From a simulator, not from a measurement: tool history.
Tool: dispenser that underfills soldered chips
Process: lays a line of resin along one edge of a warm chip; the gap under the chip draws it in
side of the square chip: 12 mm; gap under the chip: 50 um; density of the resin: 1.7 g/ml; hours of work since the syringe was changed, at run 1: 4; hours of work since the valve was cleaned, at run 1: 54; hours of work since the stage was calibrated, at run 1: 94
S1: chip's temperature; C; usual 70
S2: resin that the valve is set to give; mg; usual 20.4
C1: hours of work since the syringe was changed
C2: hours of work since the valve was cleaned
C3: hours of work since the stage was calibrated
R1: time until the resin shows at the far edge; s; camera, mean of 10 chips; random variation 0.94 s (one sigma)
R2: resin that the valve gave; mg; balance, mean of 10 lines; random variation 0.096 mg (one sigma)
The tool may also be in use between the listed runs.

run 1 hour=0.0 | S1=70 S2=20.4 | C1=4 C2=54 C3=94 | R1=104.0 R2=19.69
run 2 hour=5.8 | S1=70 S2=20.4 | C1=8 C2=58 C3=98 | R1=117.3 R2=19.65
-- hour=7.1 new syringe of resin
run 3 hour=15.2 | S1=70 S2=20.4 | C1=5 C2=63 C3=104 | R1=111.8 R2=19.63
run 4 hour=19.8 | S1=70 S2=20.4 | C1=8 C2=66 C3=107 | R1=123.9 R2=19.45
-- hour=20.9 new syringe of resin
run 5 hour=27.2 | S1=70 S2=20.4 | C1=4 C2=71 C3=112 | R1=104.4 R2=19.61
run 6 hour=33.5 | S1=70 S2=20.4 | C1=8 C2=75 C3=116 | R1=119.0 R2=19.41
-- hour=34.5 new syringe of resin
run 7 hour=41.8 | S1=70 S2=24.1 | C1=5 C2=80 C3=121 | R1=104.7 R2=22.62
-- hour=48.3 new syringe of resin
run 8 hour=48.3 | S1=70 S2=24.1 | C1=0 C2=84 C3=125 | R1=90.9 R2=22.88
run 9 hour=56.3 | S1=70 S2=24.1 | C1=5 C2=89 C3=130 | R1=110.0 R2=22.65
-- hour=62.2 new syringe of resin
run 10 hour=63.2 | S1=70 S2=24.1 | C1=1 C2=94 C3=134 | R1=93.8 R2=22.59
run 11 hour=70.2 | S1=70 S2=24.1 | C1=5 C2=98 C3=139 | R1=109.6 R2=22.67
-- hour=76.0 new syringe of resin
run 12 hour=77.8 | S1=70 S2=24.1 | C1=1 C2=103 C3=144 | R1=94.0 R2=22.32
run 13 hour=87.2 | S1=77 S2=20.4 | C1=7 C2=109 C3=150 | R1=87.0 R2=18.93
-- hour=90.2 new syringe of resin
run 14 hour=92.4 | S1=70 S2=20.4 | C1=1 C2=112 C3=153 | R1=100.4 R2=18.90
run 15 hour=97.6 | S1=70 S2=20.4 | C1=5 C2=116 C3=156 | R1=111.3 R2=18.96
run 16 hour=102.7 | S1=70 S2=20.0 | C1=8 C2=119 C3=160 | R1=124.7 R2=18.53
-- hour=103.8 new syringe of resin
-- hour=107.9 dispensing valve cleaned and set on the balance
run 17 hour=109.3 | S1=70 S2=20.4 | C1=3 C2=1 C3=163 | R1=99.6 R2=20.40
-- hour=118.7 new syringe of resin
run 18 hour=119.2 | S1=70 S2=20.8 | C1=0 C2=7 C3=169 | R1=97.2 R2=20.67
run 19 hour=126.2 | S1=76 S2=22.7 | C1=5 C2=12 C3=174 | R1=83.7 R2=22.28
-- hour=132.4 new syringe of resin
run 20 hour=136.0 | S1=64 S2=26.0 | C1=2 C2=18 C3=180 | R1=131.5 R2=25.63
run 21 hour=141.8 | S1=65 S2=25.5 | C1=6 C2=22 C3=184 | R1=141.9 R2=25.13
-- hour=146.3 new syringe of resin
run 22 hour=151.6 | S1=68 S2=22.8 | C1=3 C2=28 C3=190 | R1=116.8 R2=22.49
-- hour=160.2 new syringe of resin
run 23 hour=160.3 | S1=64 S2=19.1 | C1=0 C2=33 C3=195 | R1=128.0 R2=18.59
run 24 hour=168.2 | S1=71 S2=19.5 | C1=5 C2=38 C3=201 | R1=107.6 R2=19.06
run 25 hour=172.4 | S1=66 S2=21.5 | C1=8 C2=41 C3=203 | R1=151.1 R2=20.95
-- hour=174.0 new syringe of resin
run 26 hour=179.2 | S1=58 S2=20.4 | C1=3 C2=45 C3=207 | R1=194.2 R2=19.75
run 27 hour=183.2 | S1=84 S2=17.7 | C1=6 C2=48 C3=210 | R1=63.6 R2=17.16
-- hour=188.0 new syringe of resin
run 28 hour=190.2 | S1=76 S2=20.6 | C1=1 C2=52 C3=214 | R1=73.1 R2=19.85
run 29 hour=199.2 | S1=56 S2=22.1 | C1=7 C2=58 C3=220 | R1=237.0 R2=21.26
-- hour=201.8 new syringe of resin
run 30 hour=203.5 | S1=85 S2=20.4 | C1=1 C2=61 C3=223 | R1=49.3 R2=19.62
run 31 hour=213.0 | S1=68 S2=26.2 | C1=7 C2=67 C3=229 | R1=133.9 R2=24.92
-- hour=215.8 new syringe of resin
run 32 hour=222.6 | S1=68 S2=26.2 | C1=4 C2=73 C3=235 | R1=118.0 R2=24.95
run 33 hour=228.7 | S1=73 S2=23.1 | C1=8 C2=77 C3=239 | R1=110.6 R2=22.08
-- hour=229.4 new syringe of resin
run 34 hour=233.2 | S1=73 S2=23.1 | C1=2 C2=80 C3=242 | R1=88.2 R2=21.89
run 35 hour=241.9 | S1=73 S2=23.1 | C1=8 C2=85 C3=247 | R1=109.6 R2=22.01
-- hour=243.5 new syringe of resin
run 36 hour=246.4 | S1=60 S2=24.2 | C1=2 C2=88 C3=250 | R1=162.7 R2=22.92

Measured less the same run without the tool's hidden state. The same run-to-run variation is in both; the gauge's scatter may not be:
The hidden state here: resin's viscosity, % of fresh resin's; dose that the valve gives, % of what is set; true chip temperature over the reading, C; drift of the gauge itself on fill_s, %; drift of the gauge itself on given_mg, %.
run=1 R1=+15.5 R2=-0.73
run=2 R1=+30.2 R2=-0.78
run=3 R1=+22.0 R2=-0.84
run=4 R1=+34.4 R2=-0.88
run=5 R1=+15.3 R2=-0.95
run=6 R1=+31.2 R2=-1.00
run=7 R1=+18.4 R2=-1.26
run=8 R1=+3.4 R2=-1.33
run=9 R1=+22.0 R2=-1.39
run=10 R1=+5.1 R2=-1.46
run=11 R1=+21.4 R2=-1.52
run=12 R1=+6.3 R2=-1.58
run=13 R1=+21.7 R2=-1.41
run=14 R1=+9.9 R2=-1.46
run=15 R1=+22.1 R2=-1.52
run=16 R1=+36.1 R2=-1.53
run=17 R1=+13.0 R2=+0.00
run=18 R1=+7.4 R2=-0.08
run=19 R1=+18.0 R2=-0.16
run=20 R1=+13.1 R2=-0.28
run=21 R1=+30.1 R2=-0.33
run=22 R1=+20.3 R2=-0.38
run=23 R1=+7.3 R2=-0.37
run=24 R1=+22.8 R2=-0.44
run=25 R1=+42.9 R2=-0.53
run=26 R1=+32.8 R2=-0.55
run=27 R1=+15.0 R2=-0.50
run=28 R1=+6.2 R2=-0.64
run=29 R1=+61.5 R2=-0.77
run=30 R1=+5.0 R2=-0.75
run=31 R1=+37.8 R2=-1.06
run=32 R1=+23.2 R2=-1.17
run=33 R1=+33.3 R2=-1.09
run=34 R1=+12.5 R2=-1.12
run=35 R1=+32.7 R2=-1.20
run=36 R1=+21.8 R2=-1.30
